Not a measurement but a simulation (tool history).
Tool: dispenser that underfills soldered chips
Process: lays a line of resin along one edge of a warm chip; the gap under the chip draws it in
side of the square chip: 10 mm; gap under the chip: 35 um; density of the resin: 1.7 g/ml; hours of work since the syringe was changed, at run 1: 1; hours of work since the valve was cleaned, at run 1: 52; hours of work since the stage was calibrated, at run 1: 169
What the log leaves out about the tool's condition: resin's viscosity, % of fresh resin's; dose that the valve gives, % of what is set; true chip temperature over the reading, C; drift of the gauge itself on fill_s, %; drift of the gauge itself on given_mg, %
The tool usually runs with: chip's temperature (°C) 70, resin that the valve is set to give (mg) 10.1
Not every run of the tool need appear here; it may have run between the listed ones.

run	hour	chip's temperature (°C)	resin that the valve is set to give (mg)	hours of work since the syringe was changed	hours of work since the valve was cleaned	hours of work since the stage was calibrated	time until the resin shows at the far edge (s)	resin that the valve gave (mg)
1	0.0	70	10.1	1	52	169	199.9	9.77
# hour 3.1: dispensing valve cleaned and set on the balance
# hour 7.4: new syringe of resin
2	10.8	60	10.1	3	6	176	327.3	10.03
# hour 14.7: new syringe of resin
3	20.7	60	10.1	5	13	184	352.2	9.98
# hour 22.9: new syringe of resin
# hour 30.1: new syringe of resin
4	30.1	60	10.5	0	19	190	287.2	10.33
# hour 37.5: new syringe of resin
5	41.4	60	10.5	3	28	198	328.7	10.33
# hour 44.8: new syringe of resin
6	49.9	60	10.2	4	34	205	352.2	9.97
# hour 52.8: new syringe of resin
# hour 60.1: new syringe of resin
7	60.1	60	10.2	0	41	212	295.4	9.94
# hour 68.1: new syringe of resin
8	68.3	60	10.2	0	47	218	300.2	9.89
# hour 75.3: new syringe of resin
# hour 79.3: dispensing valve cleaned and set on the balance
9	82.7	60	10.2	5	2	228	351.8	10.20
# hour 83.7: new syringe of resin
10	89.2	65	10.2	4	7	232	283.0	10.14
# hour 91.0: new syringe of resin
11	96.7	65	9.5	4	13	238	278.6	9.45
# hour 98.9: new syringe of resin
12	105.2	65	9.5	5	19	244	280.8	9.44
# hour 106.5: new syringe of resin
# hour 114.0: new syringe of resin
13	117.0	65	9.5	2	27	252	259.5	9.35
# hour 122.1: new syringe of resin
14	122.9	82	11.2	1	31	257	125.7	10.97
# hour 129.7: new syringe of resin
15	129.7	70	13.0	0	36	261	199.6	12.72
# hour 137.0: new syringe of resin
16	138.9	84	13.0	1	43	268	116.0	12.75
# hour 144.7: new syringe of resin
17	150.1	84	13.0	4	51	276	129.1	12.60
# hour 152.4: new syringe of resin
# hour 154.7: dispensing valve cleaned and set on the balance
18	157.8	84	13.0	3	2	281	124.2	12.92
# hour 161.0: new syringe of resin
# hour 168.5: new syringe of resin
19	170.9	79	9.2	2	12	291	143.4	9.11

Here are 3 independent what-if runs from the current tool condition. What would each one return?
# hour 175.9: new syringe of resin
A	177.2	70	8.9	1	16	295	?	?
# hour 175.9: new syringe of resin
B	177.2	81	10.1	1	16	295	?	?
# hour 175.9: new syringe of resin
C	177.2	80	11.4	1	16	295	?	?

run	time until the resin shows at the far edge (s)	resin that the valve gave (mg)
A	202.4	8.76
B	126.1	9.97
C	131.6	11.22
Without the tool's unlogged condition, the same runs would have read:
run	time until the resin shows at the far edge (s)	resin that the valve gave (mg)
A	200.4	8.89
B	124.9	10.11
C	130.4	11.38
